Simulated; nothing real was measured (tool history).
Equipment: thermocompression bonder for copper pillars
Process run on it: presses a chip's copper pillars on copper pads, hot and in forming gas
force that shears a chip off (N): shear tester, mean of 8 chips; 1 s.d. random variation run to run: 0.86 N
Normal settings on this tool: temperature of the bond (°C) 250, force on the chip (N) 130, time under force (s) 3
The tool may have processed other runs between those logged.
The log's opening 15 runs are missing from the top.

run,hour,temperature of the bond (°C),force on the chip (N),time under force (s),hours of work since the heater was calibrated,hours of work since the force cell was calibrated,hours of work since the gas filter was changed,force that shears a chip off (N)
16,627.6,231,124,3,438,45,37,54.2
17,656.7,257,130,3,455,62,55,75.6
18,696.8,250,130,5,479,86,78,77.6
19,735.5,242,131,5,502,109,101,71
20,767.9,242,131,5,521,128,120,72.2
21,802.7,250,95,7,541,149,141,70.3
22,855.8,253,87,3,573,180,172,56
23,912.6,253,87,3,606,214,206,56
24,954.7,253,87,3,631,238,231,53.7
25,1005.8,226,87,2,661,269,261,30.9
26,1035.3,255,148,8,679,286,278,82.2
27,1090,251,148,2,711,318,310,61.7
28,1134.6,221,114,4,737,345,337,46.1
29,1174.5,276,139,4,761,368,360,80.4
30,1203.4,276,139,4,778,385,377,81.3
# hour 1246.2: forming gas filter changed
31,1258.4,276,139,4,810,417,7,90
32,1313.4,274,167,3,843,450,40,87.2
33,1354.3,250,130,3,867,474,64,69.8
34,1394.6,250,130,3,891,498,88,67.3

Forecast each of these 3 alternatives for the next run:
A,1429.1,241,130,2,911,518,108,?
B,1429.1,229,143,2,911,518,108,?
C,1429.1,242,108,3,911,518,108,?

run,force that shears a chip off (N)
A,52.7
B,46.9
C,55.9
Without the tool's hidden state the same runs would have given:
run,force that shears a chip off (N)
A,55.6
B,49.6
C,58.8

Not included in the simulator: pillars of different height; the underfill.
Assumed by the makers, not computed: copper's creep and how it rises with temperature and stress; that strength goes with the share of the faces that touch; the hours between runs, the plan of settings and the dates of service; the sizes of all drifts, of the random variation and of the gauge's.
